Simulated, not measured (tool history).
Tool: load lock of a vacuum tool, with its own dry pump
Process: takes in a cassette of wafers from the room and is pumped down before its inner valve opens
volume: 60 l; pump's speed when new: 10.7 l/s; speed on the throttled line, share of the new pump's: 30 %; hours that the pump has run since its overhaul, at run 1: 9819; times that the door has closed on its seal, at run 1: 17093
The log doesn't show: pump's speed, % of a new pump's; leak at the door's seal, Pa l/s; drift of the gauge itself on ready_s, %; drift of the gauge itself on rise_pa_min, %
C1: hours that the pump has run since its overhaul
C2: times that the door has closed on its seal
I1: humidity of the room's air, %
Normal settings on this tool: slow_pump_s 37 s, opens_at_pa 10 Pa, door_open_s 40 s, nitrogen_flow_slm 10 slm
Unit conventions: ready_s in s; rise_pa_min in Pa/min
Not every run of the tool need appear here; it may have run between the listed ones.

{"run": 1, "hour": 0.0, "slow_pump_s": 37, "opens_at_pa": 10, "door_open_s": 40, "nitrogen_flow_slm": 10, "C1": 9819, "C2": 17093, "I1": 44.2, "ready_s": 78.8, "rise_pa_min": 0.024}
{"run": 2, "hour": 139.5, "slow_pump_s": 37, "opens_at_pa": 14, "door_open_s": 40, "nitrogen_flow_slm": 10, "C1": 9959, "C2": 17537, "I1": 46.5, "ready_s": 75.2, "rise_pa_min": 0.027}
{"run": 3, "hour": 270.2, "slow_pump_s": 26, "opens_at_pa": 14, "door_open_s": 40, "nitrogen_flow_slm": 10, "C1": 10089, "C2": 17953, "I1": 46, "ready_s": 68.9, "rise_pa_min": 0.027}
{"run": 4, "hour": 425.7, "slow_pump_s": 26, "opens_at_pa": 14, "door_open_s": 40, "nitrogen_flow_slm": 10, "C1": 10245, "C2": 18448, "I1": 46.9, "ready_s": 68.1, "rise_pa_min": 0.019}
{"run": 5, "hour": 541.3, "slow_pump_s": 26, "opens_at_pa": 14, "door_open_s": 40, "nitrogen_flow_slm": 10, "C1": 10360, "C2": 18815, "I1": 43.3, "ready_s": 67.7, "rise_pa_min": 0.02}
{"run": 6, "hour": 634.6, "slow_pump_s": 26, "opens_at_pa": 14, "door_open_s": 40, "nitrogen_flow_slm": 10, "C1": 10454, "C2": 19112, "I1": 43.9, "ready_s": 68.6, "rise_pa_min": 0.025}
{"run": 7, "hour": 767.2, "slow_pump_s": 37, "opens_at_pa": 10, "door_open_s": 40, "nitrogen_flow_slm": 5, "C1": 10586, "C2": 19534, "I1": 43.1, "ready_s": 78.3, "rise_pa_min": 0.018}
{"run": 8, "hour": 877.9, "slow_pump_s": 23, "opens_at_pa": 10, "door_open_s": 40, "nitrogen_flow_slm": 10, "C1": 10697, "C2": 19886, "I1": 43.6, "ready_s": 67.5, "rise_pa_min": 0.021}
{"run": 9, "hour": 974.2, "slow_pump_s": 37, "opens_at_pa": 10, "door_open_s": 40, "nitrogen_flow_slm": 10, "C1": 10793, "C2": 20193, "I1": 44.3, "ready_s": 78.3, "rise_pa_min": 0.019}
{"run": 10, "hour": 1044.7, "slow_pump_s": 25, "opens_at_pa": 10, "door_open_s": 40, "nitrogen_flow_slm": 10, "C1": 10864, "C2": 20417, "I1": 47.3, "ready_s": 69.1, "rise_pa_min": 0.02}
{"run": 11, "hour": 1112.1, "slow_pump_s": 37, "opens_at_pa": 10, "door_open_s": 40, "nitrogen_flow_slm": 10, "C1": 10931, "C2": 20631, "I1": 44.7, "ready_s": 77.8, "rise_pa_min": 0.023}
{"run": 12, "hour": 1199.4, "slow_pump_s": 37, "opens_at_pa": 10, "door_open_s": 40, "nitrogen_flow_slm": 10, "C1": 11019, "C2": 20909, "I1": 45.6, "ready_s": 78, "rise_pa_min": 0.021}
{"run": 13, "hour": 1295.2, "slow_pump_s": 37, "opens_at_pa": 11, "door_open_s": 40, "nitrogen_flow_slm": 10, "C1": 11114, "C2": 21214, "I1": 43.6, "ready_s": 77.9, "rise_pa_min": 0.02}
{"run": 14, "hour": 1430.7, "slow_pump_s": 37, "opens_at_pa": 10, "door_open_s": 40, "nitrogen_flow_slm": 10, "C1": 11250, "C2": 21645, "I1": 44.4, "ready_s": 78.3, "rise_pa_min": 0.023}
{"run": 15, "hour": 1534.1, "slow_pump_s": 37, "opens_at_pa": 10, "door_open_s": 40, "nitrogen_flow_slm": 18, "C1": 11353, "C2": 21974, "I1": 47.3, "ready_s": 78.2, "rise_pa_min": 0.018}
{"run": 16, "hour": 1679.6, "slow_pump_s": 37, "opens_at_pa": 10, "door_open_s": 40, "nitrogen_flow_slm": 18, "C1": 11499, "C2": 22437, "I1": 45.6, "ready_s": 78.1, "rise_pa_min": 0.02}
{"run": 17, "hour": 1783.2, "slow_pump_s": 37, "opens_at_pa": 10, "door_open_s": 40, "nitrogen_flow_slm": 18, "C1": 11602, "C2": 22766, "I1": 43.4, "ready_s": 78.4, "rise_pa_min": 0.019}
{"run": 18, "hour": 1897.6, "slow_pump_s": 37, "opens_at_pa": 10, "door_open_s": 40, "nitrogen_flow_slm": 18, "C1": 11717, "C2": 23130, "I1": 46.3, "ready_s": 79.4, "rise_pa_min": 0.022}
{"run": 19, "hour": 2051.8, "slow_pump_s": 55, "opens_at_pa": 10, "door_open_s": 40, "nitrogen_flow_slm": 10, "C1": 11871, "C2": 23621, "I1": 41, "ready_s": 91.1, "rise_pa_min": 0.019}
{"run": 20, "hour": 2175.9, "slow_pump_s": 26, "opens_at_pa": 8, "door_open_s": 188, "nitrogen_flow_slm": 5, "C1": 11995, "C2": 24016, "I1": 45.8, "ready_s": 71.4, "rise_pa_min": 0.065}
{"run": 21, "hour": 2304.6, "slow_pump_s": 26, "opens_at_pa": 8, "door_open_s": 188, "nitrogen_flow_slm": 5, "C1": 12124, "C2": 24425, "I1": 45.6, "ready_s": 72.4, "rise_pa_min": 0.062}
{"run": 22, "hour": 2409.4, "slow_pump_s": 46, "opens_at_pa": 8, "door_open_s": 188, "nitrogen_flow_slm": 5, "C1": 12229, "C2": 24758, "I1": 44.5, "ready_s": 86.3, "rise_pa_min": 0.065}
{"run": 23, "hour": 2525.0, "slow_pump_s": 46, "opens_at_pa": 10, "door_open_s": 119, "nitrogen_flow_slm": 17, "C1": 12344, "C2": 25127, "I1": 44.1, "ready_s": 84, "rise_pa_min": 0.036}
{"run": 24, "hour": 2629.4, "slow_pump_s": 19, "opens_at_pa": 14, "door_open_s": 126, "nitrogen_flow_slm": 4, "C1": 12449, "C2": 25458, "I1": 43.9, "ready_s": 63.9, "rise_pa_min": 0.049}
{"run": 25, "hour": 2787.5, "slow_pump_s": 19, "opens_at_pa": 17, "door_open_s": 39, "nitrogen_flow_slm": 4, "C1": 12607, "C2": 25962, "I1": 43.3, "ready_s": 63, "rise_pa_min": 0.031}
{"run": 26, "hour": 2929.1, "slow_pump_s": 52, "opens_at_pa": 10, "door_open_s": 33, "nitrogen_flow_slm": 39, "C1": 12748, "C2": 26412, "I1": 43.8, "ready_s": 88, "rise_pa_min": 0.014}
{"run": 27, "hour": 3059.1, "slow_pump_s": 52, "opens_at_pa": 10, "door_open_s": 33, "nitrogen_flow_slm": 39, "C1": 12878, "C2": 26825, "I1": 48.1, "ready_s": 88.6, "rise_pa_min": 0.012}
{"run": 28, "hour": 3183.3, "slow_pump_s": 52, "opens_at_pa": 13, "door_open_s": 33, "nitrogen_flow_slm": 5, "C1": 13002, "C2": 27221, "I1": 45, "ready_s": 89, "rise_pa_min": 0.02}
{"run": 29, "hour": 3331.4, "slow_pump_s": 22, "opens_at_pa": 10, "door_open_s": 222, "nitrogen_flow_slm": 10, "C1": 13151, "C2": 27692, "I1": 47.9, "ready_s": 67.8, "rise_pa_min": 0.067}
{"run": 30, "hour": 3485.1, "slow_pump_s": 22, "opens_at_pa": 10, "door_open_s": 222, "nitrogen_flow_slm": 10, "C1": 13304, "C2": 28181, "I1": 46.1, "ready_s": 68.4, "rise_pa_min": 0.056}
{"run": 31, "hour": 3576.6, "slow_pump_s": 22, "opens_at_pa": 10, "door_open_s": 142, "nitrogen_flow_slm": 10, "C1": 13396, "C2": 28472, "I1": 44.9, "ready_s": 67.7, "rise_pa_min": 0.051}
{"run": 32, "hour": 3691.4, "slow_pump_s": 22, "opens_at_pa": 10, "door_open_s": 142, "nitrogen_flow_slm": 10, "C1": 13511, "C2": 28837, "I1": 47.2, "ready_s": 67.1, "rise_pa_min": 0.053}
{"run": 33, "hour": 3776.4, "slow_pump_s": 67, "opens_at_pa": 19, "door_open_s": 46, "nitrogen_flow_slm": 11, "C1": 13596, "C2": 29108, "I1": 45.6, "ready_s": 95.7, "rise_pa_min": 0.025}
{"run": 34, "hour": 3886.8, "slow_pump_s": 25, "opens_at_pa": 10, "door_open_s": 40, "nitrogen_flow_slm": 10, "C1": 13706, "C2": 29459, "I1": 44.8, "ready_s": 70, "rise_pa_min": 0.026}
{"run": 35, "hour": 4015.9, "slow_pump_s": 50, "opens_at_pa": 8, "door_open_s": 82, "nitrogen_flow_slm": 11, "C1": 13835, "C2": 29870, "I1": 42.2, "ready_s": 87.9, "rise_pa_min": 0.031}
{"run": 36, "hour": 4146.1, "slow_pump_s": 50, "opens_at_pa": 8, "door_open_s": 82, "nitrogen_flow_slm": 11, "C1": 13965, "C2": 30284, "I1": 39, "ready_s": 87.8, "rise_pa_min": 0.028}
{"run": 37, "hour": 4269.1, "slow_pump_s": 37, "opens_at_pa": 9, "door_open_s": 74, "nitrogen_flow_slm": 10, "C1": 14088, "C2": 30675, "I1": 44.9, "ready_s": 79.2, "rise_pa_min": 0.033}

Alternative continuations, all from the tool just after run 37; predict every row:
{"run": "A", "hour": 4356.8, "slow_pump_s": 36, "opens_at_pa": 9, "door_open_s": 74, "nitrogen_flow_slm": 10, "C1": 14176, "C2": 30954, "I1": 43.6, "ready_s": "?", "rise_pa_min": "?"}
{"run": "B", "hour": 4356.8, "slow_pump_s": 37, "opens_at_pa": 13, "door_open_s": 43, "nitrogen_flow_slm": 10, "C1": 14176, "C2": 30954, "I1": 43.8, "ready_s": "?", "rise_pa_min": "?"}
{"run": "C", "hour": 4356.8, "slow_pump_s": 37, "opens_at_pa": 7, "door_open_s": 32, "nitrogen_flow_slm": 35, "C1": 14176, "C2": 30954, "I1": 45.6, "ready_s": "?", "rise_pa_min": "?"}

run=A ready_s=78.3 rise_pa_min=0.033
run=B ready_s=77.1 rise_pa_min=0.026
run=C ready_s=79.8 rise_pa_min=0.014
With no hidden state in the tool, these same runs would have given:
run=A ready_s=78.2 rise_pa_min=0.032
run=B ready_s=77.1 rise_pa_min=0.025
run=C ready_s=79.8 rise_pa_min=0.014

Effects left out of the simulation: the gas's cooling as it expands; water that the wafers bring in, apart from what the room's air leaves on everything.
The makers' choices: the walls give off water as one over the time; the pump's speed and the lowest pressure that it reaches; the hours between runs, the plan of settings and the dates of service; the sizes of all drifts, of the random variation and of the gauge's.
